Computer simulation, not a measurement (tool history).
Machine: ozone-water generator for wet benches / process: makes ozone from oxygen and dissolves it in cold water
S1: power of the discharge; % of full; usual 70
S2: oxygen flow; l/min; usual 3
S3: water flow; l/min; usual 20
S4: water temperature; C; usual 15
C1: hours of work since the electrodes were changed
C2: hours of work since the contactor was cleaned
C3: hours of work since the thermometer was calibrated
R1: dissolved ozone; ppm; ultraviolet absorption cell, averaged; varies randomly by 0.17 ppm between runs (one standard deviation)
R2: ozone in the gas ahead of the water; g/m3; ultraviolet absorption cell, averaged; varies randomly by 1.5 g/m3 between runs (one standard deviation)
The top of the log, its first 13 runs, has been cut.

run 14 day=45.562 | S1=70 S2=1.77 S3=20 S4=15 | C1=2660 C2=1417 C3=2763 | R1=19.6 R2=337.7
run 15 day=48.033 | S1=45 S2=1.77 S3=20 S4=15 | C1=2697 C2=1454 C3=2799 | R1=13.6 R2=232
run 16 day=52.454 | S1=45 S2=1.77 S3=20 S4=15 | C1=2761 C2=1518 C3=2864 | R1=13.6 R2=232.8
run 17 day=55.971 | S1=45 S2=1.77 S3=20 S4=15 | C1=2813 C2=1570 C3=2915 | R1=13.4 R2=231.7
run 18 day=59.188 | S1=45 S2=3.22 S3=27 S4=15 | C1=2860 C2=1617 C3=2962 | R1=12.1 R2=174.7
run 19 day=64.279 | S1=65 S2=3.22 S3=25 S4=15 | C1=2934 C2=1691 C3=3037 | R1=17.7 R2=238.3
run 20 day=66.538 | S1=44 S2=1.87 S3=14 S4=21 | C1=2967 C2=1724 C3=3070 | R1=17.9 R2=224.7
run 21 day=69.762 | S1=98 S2=3 S3=20 S4=8 | C1=3015 C2=1772 C3=3117 | R1=32.2 R2=345.9
run 22 day=74.392 | S1=98 S2=3 S3=20 S4=8 | C1=3082 C2=1839 C3=3185 | R1=31.8 R2=346.1
run 23 day=78.004 | S1=59 S2=4.01 S3=20 S4=15 | C1=3135 C2=1892 C3=3238 | R1=21 R2=199.6
run 24 day=83.021 | S1=59 S2=4.01 S3=20 S4=15 | C1=3209 C2=1966 C3=3311 | R1=20.8 R2=199.6
run 25 day=85.179 | S1=70 S2=2.18 S3=27 S4=16 | C1=3240 C2=1997 C3=3343 | R1=15.2 R2=301
run 26 day=89.296 | S1=70 S2=1.65 S3=20 S4=15 | C1=3300 C2=2057 C3=3403 | R1=19 R2=341.3
run 27 day=93.538 | S1=52 S2=4.19 S3=17 S4=12 | C1=3363 C2=2120 C3=3465 | R1=22.7 R2=178
run 28 day=98.217 | S1=52 S2=4.19 S3=17 S4=12 | C1=3431 C2=2188 C3=3533 | R1=22.5 R2=175.7
run 29 day=101.212 | S1=84 S2=1.55 S3=17 S4=12 | C1=3475 C2=2232 C3=3577 | R1=25.5 R2=409.1
-- day=103.708 water thermometer calibrated
run 30 day=105.029 | S1=64 S2=3 S3=13 S4=12 | C1=3531 C2=2288 C3=19 | R1=31 R2=241.2
run 31 day=107.779 | S1=64 S2=3 S3=13 S4=12 | C1=3571 C2=2328 C3=60 | R1=31.1 R2=242
run 32 day=110.871 | S1=84 S2=3.88 S3=20 S4=15 | C1=3616 C2=2373 C3=105 | R1=28.1 R2=268.3

Alternative continuations, all from the tool just after run 32; predict every row:
run A day=113.838 | S1=84 S2=3.88 S3=31 S4=15 | C1=3659 C2=2416 C3=148 | R1=? R2=?
run B day=113.838 | S1=53 S2=1.55 S3=20 S4=19 | C1=3659 C2=2416 C3=148 | R1=? R2=?
run C day=113.838 | S1=70 S2=2.05 S3=24 S4=7 | C1=3659 C2=2416 C3=148 | R1=? R2=?
run D day=113.838 | S1=72 S2=3.88 S3=20 S4=15 | C1=3659 C2=2416 C3=148 | R1=? R2=?

run=A R1=18.2 R2=268.8
run=B R1=14.1 R2=281.3
run=C R1=17.3 R2=311.4
run=D R1=24.5 R2=235.6
Had the tool no hidden state, the same runs would have come out as:
run=A R1=19.4 R2=284.4
run=B R1=14.7 R2=292.1
run=C R1=18.3 R2=327.1
run=D R1=25.9 R2=247.7
